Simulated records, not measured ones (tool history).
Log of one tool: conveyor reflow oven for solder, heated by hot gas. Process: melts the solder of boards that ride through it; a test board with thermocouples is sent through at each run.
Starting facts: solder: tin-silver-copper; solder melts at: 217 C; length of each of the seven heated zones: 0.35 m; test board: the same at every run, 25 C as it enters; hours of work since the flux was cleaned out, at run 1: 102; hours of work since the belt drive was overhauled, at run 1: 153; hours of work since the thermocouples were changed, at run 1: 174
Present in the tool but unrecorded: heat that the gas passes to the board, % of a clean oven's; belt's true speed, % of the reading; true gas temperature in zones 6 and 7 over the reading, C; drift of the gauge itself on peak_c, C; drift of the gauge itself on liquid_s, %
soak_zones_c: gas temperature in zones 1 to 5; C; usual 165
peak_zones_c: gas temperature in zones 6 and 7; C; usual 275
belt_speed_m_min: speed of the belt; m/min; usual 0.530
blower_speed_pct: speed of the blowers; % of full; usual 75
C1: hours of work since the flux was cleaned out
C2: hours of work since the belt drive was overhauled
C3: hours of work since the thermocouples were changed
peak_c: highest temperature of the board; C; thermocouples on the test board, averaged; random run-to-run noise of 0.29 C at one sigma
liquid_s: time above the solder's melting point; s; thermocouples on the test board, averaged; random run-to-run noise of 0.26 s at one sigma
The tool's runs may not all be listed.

{"run": 1, "day": 0.0, "soak_zones_c": 165, "peak_zones_c": 275, "belt_speed_m_min": 0.53, "blower_speed_pct": 75, "C1": 102, "C2": 153, "C3": 174, "peak_c": 255.8, "liquid_s": 57.8}
{"run": 2, "day": 1.808, "soak_zones_c": 165, "peak_zones_c": 275, "belt_speed_m_min": 0.53, "blower_speed_pct": 64, "C1": 125, "C2": 175, "C3": 196, "peak_c": 251.4, "liquid_s": 54.2}
{"run": 3, "day": 2.921, "soak_zones_c": 165, "peak_zones_c": 275, "belt_speed_m_min": 0.53, "blower_speed_pct": 64, "C1": 139, "C2": 189, "C3": 210, "peak_c": 251.7, "liquid_s": 53.5}
{"run": 4, "day": 4.725, "soak_zones_c": 165, "peak_zones_c": 275, "belt_speed_m_min": 0.53, "blower_speed_pct": 64, "C1": 161, "C2": 212, "C3": 233, "peak_c": 251.4, "liquid_s": 54.2}
{"day": 5.921, "done": "flux residue cleaned out of gas plates and filters"}
{"run": 5, "day": 6.396, "soak_zones_c": 165, "peak_zones_c": 275, "belt_speed_m_min": 0.567, "blower_speed_pct": 75, "C1": 6, "C2": 231, "C3": 252, "peak_c": 254.4, "liquid_s": 53.5}
{"run": 6, "day": 8.425, "soak_zones_c": 165, "peak_zones_c": 275, "belt_speed_m_min": 0.53, "blower_speed_pct": 66, "C1": 32, "C2": 256, "C3": 277, "peak_c": 254.1, "liquid_s": 55.8}
{"run": 7, "day": 9.546, "soak_zones_c": 165, "peak_zones_c": 275, "belt_speed_m_min": 0.557, "blower_speed_pct": 66, "C1": 46, "C2": 270, "C3": 291, "peak_c": 251.4, "liquid_s": 51.8}
{"run": 8, "day": 10.712, "soak_zones_c": 165, "peak_zones_c": 275, "belt_speed_m_min": 0.557, "blower_speed_pct": 66, "C1": 60, "C2": 285, "C3": 306, "peak_c": 251.8, "liquid_s": 51.7}
{"run": 9, "day": 12.712, "soak_zones_c": 165, "peak_zones_c": 275, "belt_speed_m_min": 0.557, "blower_speed_pct": 66, "C1": 86, "C2": 310, "C3": 331, "peak_c": 251.2, "liquid_s": 51.4}
{"run": 10, "day": 13.733, "soak_zones_c": 165, "peak_zones_c": 275, "belt_speed_m_min": 0.557, "blower_speed_pct": 66, "C1": 98, "C2": 323, "C3": 344, "peak_c": 251.6, "liquid_s": 51.3}
{"run": 11, "day": 15.042, "soak_zones_c": 165, "peak_zones_c": 275, "belt_speed_m_min": 0.428, "blower_speed_pct": 75, "C1": 115, "C2": 339, "C3": 360, "peak_c": 263.1, "liquid_s": 79.8}
{"run": 12, "day": 16.167, "soak_zones_c": 165, "peak_zones_c": 275, "belt_speed_m_min": 0.53, "blower_speed_pct": 67, "C1": 129, "C2": 354, "C3": 374, "peak_c": 253.4, "liquid_s": 55.9}
{"run": 13, "day": 17.467, "soak_zones_c": 165, "peak_zones_c": 275, "belt_speed_m_min": 0.482, "blower_speed_pct": 75, "C1": 145, "C2": 370, "C3": 391, "peak_c": 259.3, "liquid_s": 67.6}
{"run": 14, "day": 18.742, "soak_zones_c": 165, "peak_zones_c": 275, "belt_speed_m_min": 0.482, "blower_speed_pct": 75, "C1": 161, "C2": 386, "C3": 407, "peak_c": 259.3, "liquid_s": 67.0}
{"day": 19.979, "done": "flux residue cleaned out of gas plates and filters"}
{"run": 15, "day": 20.454, "soak_zones_c": 152, "peak_zones_c": 275, "belt_speed_m_min": 0.482, "blower_speed_pct": 75, "C1": 6, "C2": 405, "C3": 426, "peak_c": 258.9, "liquid_s": 63.2}
{"run": 16, "day": 22.217, "soak_zones_c": 165, "peak_zones_c": 286, "belt_speed_m_min": 0.439, "blower_speed_pct": 75, "C1": 28, "C2": 427, "C3": 448, "peak_c": 273.4, "liquid_s": 82.8}
{"run": 17, "day": 24.175, "soak_zones_c": 152, "peak_zones_c": 279, "belt_speed_m_min": 0.433, "blower_speed_pct": 65, "C1": 53, "C2": 452, "C3": 473, "peak_c": 262.2, "liquid_s": 73.0}
{"run": 18, "day": 26.229, "soak_zones_c": 170, "peak_zones_c": 271, "belt_speed_m_min": 0.53, "blower_speed_pct": 82, "C1": 79, "C2": 478, "C3": 499, "peak_c": 256.1, "liquid_s": 61.0}
{"run": 19, "day": 27.296, "soak_zones_c": 175, "peak_zones_c": 271, "belt_speed_m_min": 0.435, "blower_speed_pct": 82, "C1": 92, "C2": 491, "C3": 512, "peak_c": 261.8, "liquid_s": 82.1}
{"run": 20, "day": 28.283, "soak_zones_c": 155, "peak_zones_c": 266, "belt_speed_m_min": 0.53, "blower_speed_pct": 75, "C1": 105, "C2": 503, "C3": 524, "peak_c": 247.5, "liquid_s": 48.9}
{"run": 21, "day": 30.333, "soak_zones_c": 155, "peak_zones_c": 266, "belt_speed_m_min": 0.502, "blower_speed_pct": 68, "C1": 130, "C2": 529, "C3": 550, "peak_c": 246.2, "liquid_s": 50.6}
{"run": 22, "day": 31.3, "soak_zones_c": 155, "peak_zones_c": 266, "belt_speed_m_min": 0.502, "blower_speed_pct": 68, "C1": 143, "C2": 541, "C3": 562, "peak_c": 246.4, "liquid_s": 51.2}
{"run": 23, "day": 32.138, "soak_zones_c": 165, "peak_zones_c": 283, "belt_speed_m_min": 0.47, "blower_speed_pct": 75, "C1": 153, "C2": 552, "C3": 573, "peak_c": 267.3, "liquid_s": 74.2}
{"run": 24, "day": 33.379, "soak_zones_c": 158, "peak_zones_c": 283, "belt_speed_m_min": 0.45, "blower_speed_pct": 75, "C1": 169, "C2": 568, "C3": 589, "peak_c": 267.7, "liquid_s": 75.9}
{"day": 34.029, "done": "flux residue cleaned out of gas plates and filters"}
{"run": 25, "day": 34.962, "soak_zones_c": 158, "peak_zones_c": 283, "belt_speed_m_min": 0.45, "blower_speed_pct": 75, "C1": 12, "C2": 585, "C3": 606, "peak_c": 269.2, "liquid_s": 77.0}
{"run": 26, "day": 36.3, "soak_zones_c": 176, "peak_zones_c": 274, "belt_speed_m_min": 0.45, "blower_speed_pct": 75, "C1": 29, "C2": 602, "C3": 623, "peak_c": 263.1, "liquid_s": 79.7}
{"run": 27, "day": 37.954, "soak_zones_c": 176, "peak_zones_c": 274, "belt_speed_m_min": 0.45, "blower_speed_pct": 75, "C1": 49, "C2": 623, "C3": 644, "peak_c": 263.3, "liquid_s": 80.3}
{"run": 28, "day": 38.967, "soak_zones_c": 150, "peak_zones_c": 275, "belt_speed_m_min": 0.53, "blower_speed_pct": 78, "C1": 62, "C2": 635, "C3": 656, "peak_c": 255.5, "liquid_s": 54.5}

Difference, measured minus no-hidden-state, one row per run. Run-to-run variation is common to both terms; the gauge's own scatter need not be:
run=1 peak_c=-0.9 liquid_s=-0.9
run=2 peak_c=-1.1 liquid_s=-1.1
run=3 peak_c=-1.2 liquid_s=-1.2
run=4 peak_c=-1.4 liquid_s=-1.3
run=5 peak_c=+0.3 liquid_s=+0.3
run=6 peak_c=+0.2 liquid_s=+0.1
run=7 peak_c=+0.0 liquid_s=+0.1
run=8 peak_c=-0.1 liquid_s=+0.0
run=9 peak_c=-0.3 liquid_s=-0.3
run=10 peak_c=-0.4 liquid_s=-0.4
run=11 peak_c=-0.3 liquid_s=-0.2
run=12 peak_c=-0.7 liquid_s=-0.5
run=13 peak_c=-0.6 liquid_s=-0.5
run=14 peak_c=-0.7 liquid_s=-0.6
run=15 peak_c=+0.6 liquid_s=+0.6
run=16 peak_c=+0.4 liquid_s=+0.5
run=17 peak_c=+0.2 liquid_s=+0.3
run=18 peak_c=-0.1 liquid_s=+0.1
run=19 peak_c=+0.1 liquid_s=+0.2
run=20 peak_c=-0.3 liquid_s=-0.4
run=21 peak_c=-0.4 liquid_s=-0.5
run=22 peak_c=-0.6 liquid_s=-0.6
run=23 peak_c=-0.6 liquid_s=-0.1
run=24 peak_c=-0.7 liquid_s=-0.3
run=25 peak_c=+0.7 liquid_s=+0.8
run=26 peak_c=+0.7 liquid_s=+0.8
run=27 peak_c=+0.6 liquid_s=+0.7
run=28 peak_c=+0.3 liquid_s=+0.4

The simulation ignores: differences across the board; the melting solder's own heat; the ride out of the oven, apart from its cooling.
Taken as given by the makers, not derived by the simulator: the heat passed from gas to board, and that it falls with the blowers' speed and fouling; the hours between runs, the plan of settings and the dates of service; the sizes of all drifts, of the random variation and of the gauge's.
